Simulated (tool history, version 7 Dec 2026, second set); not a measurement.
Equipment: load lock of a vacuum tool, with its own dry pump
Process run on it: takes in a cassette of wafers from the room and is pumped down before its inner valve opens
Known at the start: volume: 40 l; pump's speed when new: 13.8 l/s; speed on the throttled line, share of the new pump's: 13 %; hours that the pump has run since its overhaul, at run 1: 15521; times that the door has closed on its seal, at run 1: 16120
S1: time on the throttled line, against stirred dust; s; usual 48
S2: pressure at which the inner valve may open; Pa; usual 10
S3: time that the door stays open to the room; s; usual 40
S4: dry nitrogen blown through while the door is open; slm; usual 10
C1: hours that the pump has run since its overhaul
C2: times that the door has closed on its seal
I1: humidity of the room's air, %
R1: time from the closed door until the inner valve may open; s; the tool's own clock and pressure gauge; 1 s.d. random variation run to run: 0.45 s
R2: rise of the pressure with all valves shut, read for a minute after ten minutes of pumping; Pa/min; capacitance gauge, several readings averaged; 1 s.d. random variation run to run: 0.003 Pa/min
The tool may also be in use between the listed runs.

| run | hour | S1 | S2 | S3 | S4 | C1 | C2 | I1 | R1 | R2 |
|---|---|---|---|---|---|---|---|---|---|---|
| 1 | 0.0 | 48 | 10 | 40 | 10 | 15521 | 16120 | 46.1 | 68.7 | 0.028 |
| 2 | 333.0 | 48 | 10 | 40 | 10 | 15854 | 17647 | 45.6 | 68.3 | 0.025 |
| 3 | 896.9 | 48 | 10 | 40 | 10 | 16418 | 20232 | 44.0 | 68.0 | 0.035 |
| 4 | 1250.1 | 48 | 10 | 40 | 10 | 16771 | 21851 | 47.5 | 69.2 | 0.031 |
| 5 | 1825.9 | 29 | 10 | 40 | 10 | 17347 | 24490 | 44.7 | 52.3 | 0.027 |
| 6 | 2077.9 | 29 | 10 | 40 | 5 | 17599 | 25646 | 47.5 | 52.3 | 0.034 |
| 7 | 2499.5 | 29 | 10 | 40 | 5 | 18021 | 27578 | 42.0 | 52.5 | 0.037 |
| 8 | 2949.0 | 29 | 10 | 40 | 5 | 18470 | 29639 | 43.6 | 51.6 | 0.033 |
|  | 3371.2 | dry pump taken out, an overhauled one fitted |
| 9 | 3387.8 | 48 | 11 | 40 | 10 | 17 | 31623 | 43.8 | 68.6 | 0.030 |
| 10 | 3704.0 | 48 | 11 | 40 | 10 | 333 | 33072 | 48.2 | 67.9 | 0.032 |
| 11 | 4175.8 | 48 | 10 | 81 | 10 | 805 | 35235 | 48.0 | 69.1 | 0.042 |
| 12 | 4472.2 | 48 | 10 | 40 | 41 | 1101 | 36594 | 42.6 | 69.4 | 0.017 |
|  | 4546.8 | door's seal changed, seat wiped |
| 13 | 5009.0 | 48 | 10 | 40 | 41 | 1636 | 2119 | 47.8 | 69.5 | 0.014 |
| 14 | 5571.3 | 48 | 10 | 40 | 41 | 2199 | 4696 | 47.3 | 68.5 | 0.017 |
| 15 | 5937.7 | 48 | 10 | 40 | 41 | 2565 | 6376 | 42.9 | 68.9 | 0.010 |
| 16 | 6274.2 | 48 | 10 | 40 | 41 | 2901 | 7918 | 45.1 | 68.5 | 0.018 |
| 17 | 6644.9 | 48 | 10 | 40 | 41 | 3272 | 9618 | 47.8 | 68.0 | 0.013 |
| 18 | 7081.3 | 48 | 10 | 40 | 10 | 3709 | 11619 | 43.7 | 68.5 | 0.025 |
| 19 | 7514.8 | 83 | 10 | 43 | 35 | 4142 | 13605 | 43.4 | 99.5 | 0.018 |
| 20 | 8035.1 | 68 | 8 | 152 | 5 | 4662 | 15991 | 42.8 | 87.0 | 0.060 |
| 21 | 8406.4 | 65 | 9 | 54 | 17 | 5034 | 17693 | 42.9 | 84.6 | 0.025 |
| 22 | 8932.3 | 65 | 9 | 54 | 17 | 5560 | 20104 | 43.4 | 83.8 | 0.031 |
| 23 | 9181.5 | 65 | 9 | 54 | 17 | 5809 | 21246 | 42.7 | 83.7 | 0.024 |
| 24 | 9583.0 | 65 | 9 | 54 | 6 | 6210 | 23087 | 46.0 | 83.0 | 0.040 |
| 25 | 10134.2 | 48 | 11 | 40 | 10 | 6761 | 25613 | 46.8 | 68.0 | 0.023 |
| 26 | 10398.2 | 77 | 11 | 40 | 5 | 7025 | 26823 | 47.4 | 94.1 | 0.037 |
| 27 | 10893.2 | 77 | 11 | 40 | 5 | 7520 | 29093 | 40.8 | 93.5 | 0.030 |
| 28 | 11395.9 | 58 | 10 | 167 | 24 | 8023 | 31397 | 42.3 | 76.9 | 0.035 |
| 29 | 11773.4 | 58 | 10 | 167 | 24 | 8401 | 33128 | 47.2 | 77.6 | 0.034 |
| 30 | 12249.3 | 86 | 8 | 40 | 10 | 8877 | 35309 | 41.4 | 101.9 | 0.028 |
|  | 12586.4 | door's seal changed, seat wiped |
| 31 | 12656.7 | 86 | 8 | 40 | 10 | 9282 | 322 | 43.1 | 101.4 | 0.032 |
| 32 | 13254.0 | 86 | 8 | 40 | 10 | 9880 | 3060 | 45.9 | 102.8 | 0.028 |
| 33 | 13517.8 | 86 | 8 | 40 | 10 | 10144 | 4269 | 48.2 | 102.7 | 0.025 |
| 34 | 13821.6 | 48 | 7 | 40 | 10 | 10447 | 5662 | 43.3 | 70.1 | 0.028 |
| 35 | 14420.8 | 48 | 17 | 196 | 5 | 11047 | 8409 | 41.7 | 67.3 | 0.062 |
| 36 | 14702.9 | 48 | 17 | 54 | 5 | 11329 | 9702 | 49.6 | 66.8 | 0.041 |

Predict each of these 4 candidate next runs independently; none follows another, all start after run 36:
| A | 15245.0 | 48 | 10 | 123 | 10 | 11871 | 12187 | 43.4 | ? | ? |
| B | 15245.0 | 48 | 8 | 106 | 10 | 11871 | 12187 | 42.1 | ? | ? |
| C | 15245.0 | 53 | 17 | 212 | 14 | 11871 | 12187 | 47.4 | ? | ? |
| D | 15245.0 | 56 | 10 | 28 | 10 | 11871 | 12187 | 49.0 | ? | ? |

| run | R1 | R2 |
|---|---|---|
| A | 68.6 | 0.043 |
| B | 69.8 | 0.038 |
| C | 71.0 | 0.055 |
| D | 75.3 | 0.024 |
The same runs, with their run-to-run variation unchanged, on a tool lacking any hidden condition would have given:
| run | R1 | R2 |
|---|---|---|
| A | 68.6 | 0.043 |
| B | 69.7 | 0.037 |
| C | 70.9 | 0.055 |
| D | 75.3 | 0.023 |

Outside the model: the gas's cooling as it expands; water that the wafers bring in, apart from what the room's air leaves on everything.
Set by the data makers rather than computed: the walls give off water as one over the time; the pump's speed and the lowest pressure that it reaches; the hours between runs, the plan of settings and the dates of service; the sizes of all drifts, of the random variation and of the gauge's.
